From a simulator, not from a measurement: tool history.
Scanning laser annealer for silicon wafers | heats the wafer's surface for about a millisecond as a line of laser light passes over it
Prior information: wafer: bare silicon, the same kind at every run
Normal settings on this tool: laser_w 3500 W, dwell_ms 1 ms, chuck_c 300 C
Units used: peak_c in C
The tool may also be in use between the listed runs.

run	day	laser_w	dwell_ms	chuck_c	peak_c
1	0	3500	1	300	1103
2	3.521	3500	1	300	1104
3	7.117	3500	1	300	1100
4	10.775	3500	1	300	1096
# day 13.617: window over the wafer cleaned
5	14.404	3500	1	300	1137
6	16.15	3500	1	300	1134
7	18.442	3500	1	300	1133
8	20.283	3500	1	300	1133

Run 9 has not been measured yet. What should we expect?
9	23.438	3774	1.13	332	?

Logged for run 9: peak_c 1288 C.
Take away the tool's hidden state, keep the run-to-run variation as it was, and the same run would have given peak_c 1312 C.
